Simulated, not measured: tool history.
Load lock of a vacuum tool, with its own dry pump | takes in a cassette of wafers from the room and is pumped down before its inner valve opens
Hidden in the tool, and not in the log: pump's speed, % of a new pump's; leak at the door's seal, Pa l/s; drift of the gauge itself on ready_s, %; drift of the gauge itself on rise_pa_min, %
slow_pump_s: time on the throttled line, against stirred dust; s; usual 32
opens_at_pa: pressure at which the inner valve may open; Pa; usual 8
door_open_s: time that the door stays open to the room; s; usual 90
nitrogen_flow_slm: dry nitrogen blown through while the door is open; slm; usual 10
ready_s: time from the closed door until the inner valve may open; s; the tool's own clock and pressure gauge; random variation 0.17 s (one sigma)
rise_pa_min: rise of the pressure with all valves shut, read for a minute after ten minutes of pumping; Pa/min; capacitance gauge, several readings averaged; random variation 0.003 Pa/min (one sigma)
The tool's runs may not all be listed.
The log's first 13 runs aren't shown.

| run | hour | slow_pump_s | opens_at_pa | door_open_s | nitrogen_flow_slm | hours that the pump has run since its overhaul | times that the door has closed on its seal | incoming humidity of the room's air, % | ready_s | rise_pa_min |
|---|---|---|---|---|---|---|---|---|---|---|
| 14 | 6241.4 | 32 | 8 | 90 | 10 | 2214 | 39293 | 45.4 | 43.8 | 0.051 |
| 15 | 6768.2 | 32 | 8 | 90 | 10 | 2740 | 40236 | 47.5 | 43.9 | 0.056 |
| 16 | 7277 | 32 | 8 | 169 | 10 | 3249 | 41147 | 43.5 | 43.7 | 0.061 |
| 17 | 7668.1 | 32 | 8 | 90 | 7 | 3640 | 41846 | 44.7 | 43.9 | 0.05 |
| 18 | 8026.6 | 32 | 8 | 90 | 7 | 3999 | 42488 | 45.6 | 43.8 | 0.05 |
| 19 | 8683.9 | 32 | 10 | 158 | 6 | 4656 | 43664 | 42.8 | 43.2 | 0.066 |
| 20 | 9224.1 | 22 | 9 | 159 | 30 | 5196 | 44631 | 45.5 | 34.5 | 0.053 |
|  | 9501.7 | door's seal changed, seat wiped |
| 21 | 9771.4 | 22 | 9 | 159 | 30 | 5742 | 482 | 45.4 | 34.6 | 0.045 |
| 22 | 10364.6 | 16 | 7 | 52 | 14 | 6335 | 1544 | 47 | 29.6 | 0.031 |
| 23 | 10853.3 | 16 | 7 | 52 | 14 | 6824 | 2418 | 47 | 30.1 | 0.046 |
| 24 | 11435.4 | 61 | 7 | 41 | 11 | 7406 | 3460 | 44.7 | 70 | 0.036 |
| 25 | 12044.9 | 42 | 7 | 41 | 11 | 8016 | 4551 | 44.5 | 52.7 | 0.033 |
| 26 | 12459.8 | 30 | 7 | 41 | 11 | 8430 | 5293 | 46.6 | 42.3 | 0.033 |
| 27 | 12976.4 | 30 | 9 | 52 | 4 | 8947 | 6218 | 46.2 | 41.9 | 0.042 |
| 28 | 13327.6 | 32 | 8 | 90 | 5 | 9298 | 6846 | 47.4 | 44.1 | 0.056 |
| 29 | 13915.6 | 32 | 10 | 90 | 10 | 9886 | 7898 | 47.7 | 43.2 | 0.052 |
| 30 | 14275.7 | 32 | 12 | 157 | 10 | 10246 | 8543 | 45.7 | 43 | 0.066 |

Forecast each of these 4 alternatives for the next run:
| A | 14766.6 | 20 | 9 | 157 | 10 | 10737 | 9421 | 42.2 | ? | ? |
| B | 14766.6 | 32 | 11 | 90 | 4 | 10737 | 9421 | 48 | ? | ? |
| C | 14766.6 | 19 | 8 | 43 | 10 | 10737 | 9421 | 41.5 | ? | ? |
| D | 14766.6 | 32 | 9 | 90 | 26 | 10737 | 9421 | 45.7 | ? | ? |

| run | ready_s | rise_pa_min |
|---|---|---|
| A | 33.1 | 0.058 |
| B | 43.4 | 0.059 |
| C | 32.4 | 0.035 |
| D | 43.5 | 0.042 |
Without the tool's hidden state the same runs would have given:
| run | ready_s | rise_pa_min |
|---|---|---|
| A | 33.1 | 0.058 |
| B | 43.4 | 0.059 |
| C | 32.4 | 0.034 |
| D | 43.5 | 0.042 |
